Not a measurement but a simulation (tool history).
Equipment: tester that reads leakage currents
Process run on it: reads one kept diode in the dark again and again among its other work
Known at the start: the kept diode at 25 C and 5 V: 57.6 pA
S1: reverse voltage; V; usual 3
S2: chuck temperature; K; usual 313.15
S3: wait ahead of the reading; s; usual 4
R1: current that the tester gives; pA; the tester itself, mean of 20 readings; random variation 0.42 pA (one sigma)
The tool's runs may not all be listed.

run	hour	S1	S2	S3	R1
1	0	3	313.15	4	137.84
2	203.8	3	313.15	4	137.45
3	290.2	3	295.15	4	37.7
4	416.5	3	295.15	4	38.09
5	525	3	295.15	4	37.92
6	676.3	3	295.15	4	37.87
7	881.6	3	313.15	4	136.39
8	1046.6	3	313.15	4	135.51
9	1191.2	3	313.15	4	135.45
10	1321.6	3	313.15	4	134.55
11	1465.3	6.56	299.15	2.04	73.27
12	1596.4	11.13	302.15	0.44	119.01
13	1796.4	11.28	313.15	4	232.95
14	1915.1	11.28	313.15	7.49	231.77
15	2101.1	1.42	313.15	0.75	98.33
# hour 2121.9: chuck's temperature calibrated
16	2212.3	9.44	302.15	0.36	122
17	2391.6	9.44	302.15	0.36	122.46
18	2605.6	9.44	302.15	0.32	123.9
19	2697.2	9.44	302.15	0.32	124.42
20	2870.8	8.27	332.15	5.37	713.22

3 options for the next run, each taken on its own from the tool as it stands now. Forecast them:
A	3014.2	3	297.15	3.11	?
B	3014.2	3	294.15	4	?
C	3014.2	1.84	299.15	0.4	?

run	R1
A	49.77
B	41.07
C	46.19
With no hidden state in the tool, these same runs would have given:
run	R1
A	44.18
B	35.12
C	43.37

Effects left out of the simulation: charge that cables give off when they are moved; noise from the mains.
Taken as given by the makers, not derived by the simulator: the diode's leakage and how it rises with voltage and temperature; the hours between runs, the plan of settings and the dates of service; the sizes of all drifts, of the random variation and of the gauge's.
